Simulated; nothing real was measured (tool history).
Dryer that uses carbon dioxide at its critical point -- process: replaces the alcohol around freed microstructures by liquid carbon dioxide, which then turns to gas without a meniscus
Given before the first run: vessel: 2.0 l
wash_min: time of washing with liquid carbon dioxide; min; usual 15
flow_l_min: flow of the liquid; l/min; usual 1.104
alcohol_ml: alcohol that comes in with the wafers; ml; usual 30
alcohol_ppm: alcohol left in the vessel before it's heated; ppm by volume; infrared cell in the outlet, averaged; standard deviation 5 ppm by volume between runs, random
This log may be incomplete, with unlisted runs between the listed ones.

{"run": 1, "day": 0.0, "wash_min": 15, "flow_l_min": 1.104, "alcohol_ml": 30, "alcohol_ppm": 117}
{"run": 2, "day": 1.05, "wash_min": 15, "flow_l_min": 1.104, "alcohol_ml": 30, "alcohol_ppm": 118}
{"run": 3, "day": 2.025, "wash_min": 15, "flow_l_min": 1.104, "alcohol_ml": 30, "alcohol_ppm": 126}
{"run": 4, "day": 3.175, "wash_min": 15, "flow_l_min": 1.104, "alcohol_ml": 30, "alcohol_ppm": 138}
{"day": 3.45, "done": "inlet filter changed"}
{"run": 5, "day": 3.95, "wash_min": 15, "flow_l_min": 1.104, "alcohol_ml": 30, "alcohol_ppm": 96}
{"run": 6, "day": 4.746, "wash_min": 15, "flow_l_min": 1.104, "alcohol_ml": 34, "alcohol_ppm": 123}
{"run": 7, "day": 5.662, "wash_min": 16, "flow_l_min": 1.104, "alcohol_ml": 30, "alcohol_ppm": 113}
{"run": 8, "day": 6.267, "wash_min": 10, "flow_l_min": 1.104, "alcohol_ml": 30, "alcohol_ppm": 369}
{"run": 9, "day": 6.925, "wash_min": 13, "flow_l_min": 1.104, "alcohol_ml": 30, "alcohol_ppm": 178}
{"run": 10, "day": 8.15, "wash_min": 11, "flow_l_min": 1.104, "alcohol_ml": 30, "alcohol_ppm": 295}
{"run": 11, "day": 8.833, "wash_min": 15, "flow_l_min": 0.83, "alcohol_ml": 99, "alcohol_ppm": 720}
{"run": 12, "day": 9.912, "wash_min": 10, "flow_l_min": 0.83, "alcohol_ml": 45, "alcohol_ppm": 1316}
{"run": 13, "day": 10.767, "wash_min": 21, "flow_l_min": 1.47, "alcohol_ml": 28, "alcohol_ppm": 95}

The next listed run, before its measurement:
{"run": 14, "day": 12.112, "wash_min": 21, "flow_l_min": 1, "alcohol_ml": 29, "alcohol_ppm": "?"}

alcohol_ppm: 102 ppm by volume
With the hidden condition absent and the run-to-run variation left alone, this run would have shown alcohol_ppm 2 ppm by volume.

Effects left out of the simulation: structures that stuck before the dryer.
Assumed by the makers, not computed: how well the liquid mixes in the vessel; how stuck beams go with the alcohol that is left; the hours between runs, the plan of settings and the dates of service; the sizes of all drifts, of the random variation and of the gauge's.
